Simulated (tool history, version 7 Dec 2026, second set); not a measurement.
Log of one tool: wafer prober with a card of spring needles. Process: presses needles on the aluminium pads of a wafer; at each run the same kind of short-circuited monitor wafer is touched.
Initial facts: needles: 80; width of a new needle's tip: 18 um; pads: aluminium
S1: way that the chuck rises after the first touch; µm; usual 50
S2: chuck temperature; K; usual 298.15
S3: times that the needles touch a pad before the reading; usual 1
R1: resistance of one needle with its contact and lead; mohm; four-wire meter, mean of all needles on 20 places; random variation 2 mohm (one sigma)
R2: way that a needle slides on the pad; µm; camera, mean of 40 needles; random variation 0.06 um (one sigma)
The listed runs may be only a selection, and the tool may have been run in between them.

{"run": 1, "hour": 0.0, "S1": 50, "S2": 298.15, "S3": 1, "R1": 211, "R2": 13.84}
{"hour": 10.7, "done": "tips cleaned on abrasive film"}
{"run": 2, "hour": 20.1, "S1": 50, "S2": 298.15, "S3": 1, "R1": 215, "R2": 13.9}
{"hour": 30.1, "done": "tips cleaned on abrasive film"}
{"run": 3, "hour": 31.9, "S1": 39, "S2": 298.15, "S3": 1, "R1": 216, "R2": 10.84}
{"hour": 49.7, "done": "tips cleaned on abrasive film"}
{"run": 4, "hour": 54.5, "S1": 43, "S2": 298.15, "S3": 1, "R1": 216, "R2": 11.89}
{"hour": 67.9, "done": "tips cleaned on abrasive film"}
{"run": 5, "hour": 74.6, "S1": 50, "S2": 298.15, "S3": 1, "R1": 210, "R2": 13.93}
{"hour": 86.9, "done": "tips cleaned on abrasive film"}
{"run": 6, "hour": 91.9, "S1": 50, "S2": 300.15, "S3": 1, "R1": 212, "R2": 13.96}
{"hour": 105.4, "done": "tips cleaned on abrasive film"}
{"run": 7, "hour": 105.4, "S1": 50, "S2": 300.15, "S3": 1, "R1": 215, "R2": 13.9}
{"hour": 124.0, "done": "tips cleaned on abrasive film"}
{"run": 8, "hour": 126.4, "S1": 31, "S2": 300.15, "S3": 1, "R1": 217, "R2": 8.45}
{"hour": 142.1, "done": "tips cleaned on abrasive film"}
{"run": 9, "hour": 144.0, "S1": 54, "S2": 298.15, "S3": 1, "R1": 210, "R2": 15.09}
{"hour": 160.9, "done": "tips cleaned on abrasive film"}
{"run": 10, "hour": 164.9, "S1": 50, "S2": 298.15, "S3": 2, "R1": 211, "R2": 14.01}
{"hour": 181.0, "done": "tips cleaned on abrasive film"}
{"run": 11, "hour": 190.6, "S1": 50, "S2": 298.15, "S3": 2, "R1": 210, "R2": 14.0}
{"hour": 201.3, "done": "tips cleaned on abrasive film"}
{"run": 12, "hour": 209.1, "S1": 50, "S2": 298.15, "S3": 2, "R1": 209, "R2": 14.06}
{"hour": 220.0, "done": "tips cleaned on abrasive film"}
{"run": 13, "hour": 230.0, "S1": 50, "S2": 298.15, "S3": 2, "R1": 205, "R2": 14.1}
{"hour": 238.0, "done": "tips cleaned on abrasive film"}
{"run": 14, "hour": 241.4, "S1": 50, "S2": 298.15, "S3": 2, "R1": 208, "R2": 14.05}
{"hour": 256.8, "done": "tips cleaned on abrasive film"}
{"hour": 258.5, "done": "height of the first contact set anew"}
{"run": 15, "hour": 260.9, "S1": 50, "S2": 364.15, "S3": 2, "R1": 229, "R2": 14.13}
{"hour": 277.0, "done": "tips cleaned on abrasive film"}
{"run": 16, "hour": 281.7, "S1": 50, "S2": 298.15, "S3": 3, "R1": 210, "R2": 14.07}
{"hour": 296.7, "done": "tips cleaned on abrasive film"}
{"run": 17, "hour": 307.8, "S1": 39, "S2": 308.15, "S3": 3, "R1": 219, "R2": 10.98}
{"hour": 316.4, "done": "tips cleaned on abrasive film"}
{"run": 18, "hour": 331.5, "S1": 50, "S2": 321.15, "S3": 3, "R1": 216, "R2": 14.03}
{"hour": 335.9, "done": "tips cleaned on abrasive film"}
{"run": 19, "hour": 350.8, "S1": 54, "S2": 336.15, "S3": 2, "R1": 216, "R2": 15.3}
{"hour": 355.4, "done": "tips cleaned on abrasive film"}
{"run": 20, "hour": 372.8, "S1": 34, "S2": 303.15, "S3": 1, "R1": 218, "R2": 9.59}
{"hour": 374.4, "done": "tips cleaned on abrasive film"}
{"run": 21, "hour": 386.7, "S1": 50, "S2": 298.15, "S3": 1, "R1": 210, "R2": 14.0}
{"hour": 393.6, "done": "tips cleaned on abrasive film"}
{"run": 22, "hour": 406.0, "S1": 50, "S2": 298.15, "S3": 1, "R1": 207, "R2": 14.14}
{"hour": 412.6, "done": "tips cleaned on abrasive film"}
{"run": 23, "hour": 426.0, "S1": 50, "S2": 298.15, "S3": 1, "R1": 211, "R2": 14.12}
{"hour": 432.1, "done": "tips cleaned on abrasive film"}
{"hour": 450.9, "done": "tips cleaned on abrasive film"}
{"run": 24, "hour": 450.9, "S1": 50, "S2": 298.15, "S3": 1, "R1": 208, "R2": 14.16}
{"hour": 470.6, "done": "tips cleaned on abrasive film"}
{"run": 25, "hour": 474.6, "S1": 32, "S2": 335.15, "S3": 2, "R1": 235, "R2": 9.16}
{"hour": 489.2, "done": "tips cleaned on abrasive film"}
{"run": 26, "hour": 492.9, "S1": 49, "S2": 312.15, "S3": 2, "R1": 213, "R2": 13.97}
{"hour": 508.3, "done": "tips cleaned on abrasive film"}
{"run": 27, "hour": 514.9, "S1": 49, "S2": 312.15, "S3": 2, "R1": 217, "R2": 13.9}

Below, some changes in R2 between adjacent runs. For each, the amount present without the hidden state too (settings, incoming material, random variation) and the amount remaining for the hidden state with gauge scatter not shared by both compared results:
Unlogged tool condition in this case: debris on the tips, nm; way that the needles fall short of the set height, um; tips' diameter, um; drift of the gauge itself on contact_mohm, %; drift of the gauge itself on scrub_um, %.
Run 8 -> 9: S1 31 -> 54, S2 300.15 -> 298.15, tips cleaned on abrasive film. R2 +6.64 µm: hidden state +0.06, all else +6.58.
Run 19 -> 20: S1 54 -> 34, S2 336.15 -> 303.15, S3 2 -> 1, tips cleaned on abrasive film. R2 -5.71 µm: hidden state -0.09, all else -5.62.
Run 25 -> 26: S1 32 -> 49, S2 335.15 -> 312.15, tips cleaned on abrasive film. R2 +4.81 µm: hidden state +0.11, all else +4.70.
